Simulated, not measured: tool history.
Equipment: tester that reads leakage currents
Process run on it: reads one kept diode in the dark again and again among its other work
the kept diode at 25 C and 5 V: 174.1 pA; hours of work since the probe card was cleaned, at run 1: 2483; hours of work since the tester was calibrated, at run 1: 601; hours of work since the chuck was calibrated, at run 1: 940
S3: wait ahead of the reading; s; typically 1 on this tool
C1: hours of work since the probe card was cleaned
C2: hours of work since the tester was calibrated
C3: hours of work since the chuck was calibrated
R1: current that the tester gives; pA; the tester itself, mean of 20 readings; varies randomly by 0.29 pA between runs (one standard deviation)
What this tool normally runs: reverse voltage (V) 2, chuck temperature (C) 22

Run 1, hour 0: usual settings; C1 2483; C2 601; C3 940. Result: R1 96.2 pA.
Run 2, hour 54.1: usual settings; C1 2508; C2 626; C3 965. Result: R1 96.16 pA.
Run 3, hour 93.2: usual settings but S3 1.07 s; C1 2526; C2 644; C3 982. Result: R1 96.51 pA.
Run 4, hour 124: usual settings; C1 2540; C2 658; C3 997. Result: R1 96.55 pA.
Run 5, hour 154.2: usual settings; C1 2554; C2 672; C3 1010. Result: R1 95.67 pA.
Run 6, hour 188.7: usual settings; C1 2569; C2 687; C3 1026. Result: R1 96.37 pA.
Run 7, hour 240.1: usual settings but S3 6.66 s; C1 2593; C2 711; C3 1049. Result: R1 95.63 pA.
Run 8, hour 285.2: usual settings but chuck temperature (C) 42; C1 2613; C2 731; C3 1070. Result: R1 521.55 pA.
Run 9, hour 338.4: usual settings but chuck temperature (C) 42; C1 2638; C2 755; C3 1094. Result: R1 518.43 pA.
Run 10, hour 364.2: usual settings but reverse voltage (V) 4.04; C1 2649; C2 767; C3 1106. Result: R1 127.57 pA.
Run 11, hour 406.1: usual settings but reverse voltage (V) 14.09, chuck temperature (C) 38, S3 3.87 s; C1 2668; C2 786; C3 1125. Result: R1 777.27 pA.
At hour 417.4: probe card cleaned and baked.
Run 12, hour 444.1: usual settings but reverse voltage (V) 4.84, chuck temperature (C) 38, S3 4.49 s; C1 12; C2 802; C3 1141. Result: R1 508.88 pA.
Run 13, hour 490.9: usual settings but reverse voltage (V) 4.84, chuck temperature (C) 38, S3 4.49 s; C1 34; C2 824; C3 1162. Result: R1 509.81 pA.
Run 14, hour 519.9: usual settings but reverse voltage (V) 4.84, chuck temperature (C) 38, S3 4.49 s; C1 47; C2 837; C3 1176. Result: R1 513.51 pA.
Run 15, hour 573: usual settings but reverse voltage (V) 7.82, chuck temperature (C) 39, S3 1.15 s; C1 71; C2 861; C3 1200. Result: R1 658.36 pA.
Run 16, hour 598: usual settings but reverse voltage (V) 7.82, chuck temperature (C) 39, S3 1.15 s; C1 82; C2 872; C3 1211. Result: R1 656.04 pA.
Run 17, hour 647.6: usual settings but chuck temperature (C) 34; C1 105; C2 895; C3 1234. Result: R1 262.53 pA.
Run 18, hour 709: usual settings but reverse voltage (V) 1.78; C1 133; C2 923; C3 1262. Result: R1 87.14 pA.
Run 19, hour 736: usual settings but reverse voltage (V) 1.78; C1 145; C2 935; C3 1274. Result: R1 86.61 pA.
Run 20, hour 764.3: usual settings but reverse voltage (V) 8.85, chuck temperature (C) 34, S3 0.39 s; C1 158; C2 948; C3 1287. Result: R1 456.24 pA.

Branching from run 20: 5 alternative next runs. What would each branch give?
Run A, hour 812: usual settings but reverse voltage (V) 9.62, chuck temperature (C) 28, S3 0.42 s; C1 180; C2 970; C3 1309. Result: R1 ?.
Run B, hour 812: usual settings but reverse voltage (V) 4.75, chuck temperature (C) 23, S3 4.41 s; C1 180; C2 970; C3 1309. Result: R1 ?.
Run C, hour 812: usual settings but reverse voltage (V) 8.85, chuck temperature (C) 27, S3 0.39 s; C1 180; C2 970; C3 1309. Result: R1 ?.
Run D, hour 812: usual settings but reverse voltage (V) 6.8, chuck temperature (C) 57, S3 2.41 s; C1 180; C2 970; C3 1309. Result: R1 ?.
Run E, hour 812: usual settings but reverse voltage (V) 15.88, chuck temperature (C) 39, S3 6.59 s; C1 180; C2 970; C3 1309. Result: R1 ?.

run       R1
  A    281.9
  B    135.7
  C   251.36
  D  2546.23
  E   846.32
With the hidden condition removed and each run's random variation left untouched, the same runs would have given:
run       R1
  A    296.7
  B   143.24
  C   264.56
  D  2674.01
  E      891
